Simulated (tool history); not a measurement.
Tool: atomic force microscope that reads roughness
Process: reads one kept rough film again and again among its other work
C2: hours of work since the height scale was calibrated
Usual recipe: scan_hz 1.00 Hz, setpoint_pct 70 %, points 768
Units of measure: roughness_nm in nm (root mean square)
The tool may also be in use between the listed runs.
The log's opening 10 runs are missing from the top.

At day 17.475: new tip fitted.
Run 11, day 18.367: usual settings but points 347; pictures with this tip 39; C2 1570. Result: roughness_nm 0.689 nm (root mean square).
At day 19.717: new tip fitted.
Run 12, day 20.683: usual settings but points 347; pictures with this tip 42; C2 1607. Result: roughness_nm 0.677 nm (root mean square).
At day 21.896: new tip fitted.
At day 22.267: height scale calibrated on a step standard.
Run 13, day 22.267: usual settings but points 347; pictures with this tip 14; C2 0. Result: roughness_nm 0.699 nm (root mean square).
Run 14, day 23.450: usual settings; pictures with this tip 65; C2 19. Result: roughness_nm 0.690 nm (root mean square).
At day 24.238: new tip fitted.
Run 15, day 24.675: usual settings; pictures with this tip 19; C2 38. Result: roughness_nm 0.698 nm (root mean square).
At day 26.438: new tip fitted.
Run 16, day 26.800: usual settings but setpoint_pct 61 %, points 277; pictures with this tip 16; C2 72. Result: roughness_nm 0.711 nm (root mean square).
At day 28.646: new tip fitted.
Run 17, day 28.854: usual settings but points 702; pictures with this tip 9; C2 104. Result: roughness_nm 0.707 nm (root mean square).
Run 18, day 30.058: usual settings but points 702; pictures with this tip 61; C2 123. Result: roughness_nm 0.689 nm (root mean square).
At day 30.821: new tip fitted.
Run 19, day 31.596: usual settings but points 702; pictures with this tip 34; C2 147. Result: roughness_nm 0.693 nm (root mean square).
At day 33.004: new tip fitted.
Run 20, day 33.675: usual settings but setpoint_pct 81 %, points 547; pictures with this tip 29; C2 180. Result: roughness_nm 0.673 nm (root mean square).
At day 35.167: new tip fitted.
Run 21, day 35.608: usual settings but scan_hz 2.11 Hz, setpoint_pct 77 %, points 294; pictures with this tip 19; C2 211. Result: roughness_nm 0.629 nm (root mean square).
At day 37.375: new tip fitted.
Run 22, day 37.492: usual settings but scan_hz 2.11 Hz, setpoint_pct 77 %, points 294; pictures with this tip 5; C2 240. Result: roughness_nm 0.642 nm (root mean square).
Run 23, day 39.471: usual settings but scan_hz 0.65 Hz, setpoint_pct 61 %, points 294; pictures with this tip 91; C2 272. Result: roughness_nm 0.683 nm (root mean square).
At day 39.692: new tip fitted.
Run 24, day 40.583: usual settings but scan_hz 1.51 Hz, setpoint_pct 86 %, points 541; pictures with this tip 39; C2 289. Result: roughness_nm 0.607 nm (root mean square).
At day 41.846: new tip fitted.
Run 25, day 41.846: usual settings but scan_hz 1.51 Hz, setpoint_pct 86 %, points 541; pictures with this tip 0; C2 309. Result: roughness_nm 0.616 nm (root mean square).
Run 26, day 43.612: usual settings but scan_hz 1.78 Hz, points 373; pictures with this tip 77; C2 337. Result: roughness_nm 0.649 nm (root mean square).
At day 44.062: new tip fitted.
Run 27, day 45.188: usual settings but scan_hz 2.03 Hz, setpoint_pct 67 %; pictures with this tip 49; C2 362. Result: roughness_nm 0.658 nm (root mean square).
At day 46.275: new tip fitted.
Run 28, day 47.483: usual settings but scan_hz 2.03 Hz, setpoint_pct 84 %, points 674; pictures with this tip 53; C2 398. Result: roughness_nm 0.589 nm (root mean square).
At day 48.492: new tip fitted.
Run 29, day 49.412: usual settings but scan_hz 2.03 Hz, setpoint_pct 84 %, points 674; pictures with this tip 40; C2 429. Result: roughness_nm 0.587 nm (root mean square).
At day 50.638: new tip fitted.
Run 30, day 51.021: usual settings but scan_hz 3.24 Hz, setpoint_pct 84 %, points 276; pictures with this tip 16; C2 454. Result: roughness_nm 0.537 nm (root mean square).

Branching from run 30: 5 alternative next runs. What would each branch give?
Run A, day 52.462: usual settings but scan_hz 0.78 Hz, setpoint_pct 60 %, points 423; pictures with this tip 79; C2 477. Result: roughness_nm ?.
Run B, day 52.462: usual settings but scan_hz 2.42 Hz, setpoint_pct 79 %, points 362; pictures with this tip 79; C2 477. Result: roughness_nm ?.
Run C, day 52.462: usual settings but scan_hz 0.53 Hz, setpoint_pct 88 %, points 281; pictures with this tip 79; C2 477. Result: roughness_nm ?.
Run D, day 52.462: usual settings but scan_hz 3.86 Hz, setpoint_pct 57 %, points 370; pictures with this tip 79; C2 477. Result: roughness_nm ?.
Run E, day 52.462: usual settings but scan_hz 3.03 Hz, setpoint_pct 75 %, points 1000; pictures with this tip 79; C2 477. Result: roughness_nm ?.

run  roughness_nm
  A         0.682
  B         0.580
  C         0.659
  D         0.644
  E         0.579
Without the tool's unlogged condition, the same runs would have read:
run  roughness_nm
  A         0.725
  B         0.616
  C         0.701
  D         0.685
  E         0.616

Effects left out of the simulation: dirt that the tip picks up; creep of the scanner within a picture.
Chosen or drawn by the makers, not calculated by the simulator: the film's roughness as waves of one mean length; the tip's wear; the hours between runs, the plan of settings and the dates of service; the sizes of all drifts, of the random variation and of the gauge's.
